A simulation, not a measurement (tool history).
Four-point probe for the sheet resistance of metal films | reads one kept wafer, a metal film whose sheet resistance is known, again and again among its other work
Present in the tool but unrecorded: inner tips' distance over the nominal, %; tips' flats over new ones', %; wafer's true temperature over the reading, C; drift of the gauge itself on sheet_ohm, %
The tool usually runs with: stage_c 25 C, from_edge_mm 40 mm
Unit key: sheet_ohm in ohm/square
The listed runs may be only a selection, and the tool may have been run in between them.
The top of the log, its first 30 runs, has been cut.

run,hour,stage_c,from_edge_mm,touches since the probe head was changed,hours of work since the stage's thermometer was calibrated,sheet_ohm
31,405.0,32,71,22962,1026,19.247191
32,421.1,20,8,23329,1037,19.605679
33,430.9,27,6,23554,1043,19.736201
34,448.1,23,8,23945,1053,19.584041
35,464.1,19,27,24310,1063,19.374409
36,478.3,19,27,24636,1072,19.375911
37,495.3,23,26,25022,1083,19.332553
38,506.2,21,9,25270,1090,19.535451
39,520.1,21,9,25589,1098,19.533335
40,529.1,21,9,25794,1104,19.540069
41,543.8,25,17,26129,1113,19.347016
42,559.8,33,9,26494,1123,19.423944
43,571.0,33,9,26751,1130,19.420512
44,581.0,25,10,26978,1137,19.457431

Forecast each of these 4 alternatives for the next run:
A,591.1,33,14,27209,1143,?
B,591.1,25,27,27209,1143,?
C,591.1,28,28,27209,1143,?
D,591.1,32,40,27209,1143,?

run,sheet_ohm
A,19.295779
B,19.317239
C,19.292299
D,19.243386
What these runs would have given with no unlogged condition in the tool:
run,sheet_ohm
A,19.474104
B,19.495659
C,19.470547
D,19.421263
